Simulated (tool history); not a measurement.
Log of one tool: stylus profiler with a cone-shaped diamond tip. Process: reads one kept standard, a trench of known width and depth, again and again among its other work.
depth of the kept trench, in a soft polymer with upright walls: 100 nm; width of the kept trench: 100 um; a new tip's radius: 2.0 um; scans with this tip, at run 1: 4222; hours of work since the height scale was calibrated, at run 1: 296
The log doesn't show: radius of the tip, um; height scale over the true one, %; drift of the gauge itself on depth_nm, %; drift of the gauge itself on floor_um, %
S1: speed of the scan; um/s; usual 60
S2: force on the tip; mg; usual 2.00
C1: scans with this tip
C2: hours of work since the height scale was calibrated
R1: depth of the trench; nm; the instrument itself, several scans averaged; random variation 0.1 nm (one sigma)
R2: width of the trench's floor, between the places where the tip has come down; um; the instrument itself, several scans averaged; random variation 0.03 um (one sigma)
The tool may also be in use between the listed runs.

run,hour,S1,S2,C1,C2,R1,R2
1,0.0,60,2.00,4222,296,101.52,98.14
2,19.7,60,2.00,4389,308,101.54,98.17
3,38.3,224,2.00,4547,319,101.32,97.28
4,54.9,224,3.24,4688,329,101.87,97.55
5,72.9,60,1.02,4840,340,101.05,98.06
6,91.4,60,1.02,4997,351,101.05,97.98
7,101.5,60,1.02,5083,357,100.96,98.07
8,119.5,60,2.00,5235,367,101.59,98.10
9,135.7,60,2.00,5373,377,101.31,98.16
10,149.3,60,2.00,5487,385,101.38,98.17
11,166.2,60,2.00,5631,395,101.41,98.12
12,185.8,60,2.00,5798,407,101.59,98.13
13,195.4,21,1.99,5879,413,101.31,98.33
14,214.2,209,1.29,6038,424,101.15,97.02
15,224.6,17,3.99,6126,430,102.05,98.39
# hour 226.4: height scale calibrated on a step standard
16,235.8,17,3.99,6217,6,102.29,98.38
17,250.9,17,3.99,6345,15,102.18,98.32
# hour 253.9: height scale calibrated on a step standard, once more
18,267.7,118,0.97,6483,8,100.89,97.47

Forecast run 19:
19,275.8,70,2.64,6552,13,?,?

{"run 19": {"R1": 101.71, "R2": 98.06}}
Without the tool's hidden state the same run would have given R1 101.68 nm, R2 98.40 um.

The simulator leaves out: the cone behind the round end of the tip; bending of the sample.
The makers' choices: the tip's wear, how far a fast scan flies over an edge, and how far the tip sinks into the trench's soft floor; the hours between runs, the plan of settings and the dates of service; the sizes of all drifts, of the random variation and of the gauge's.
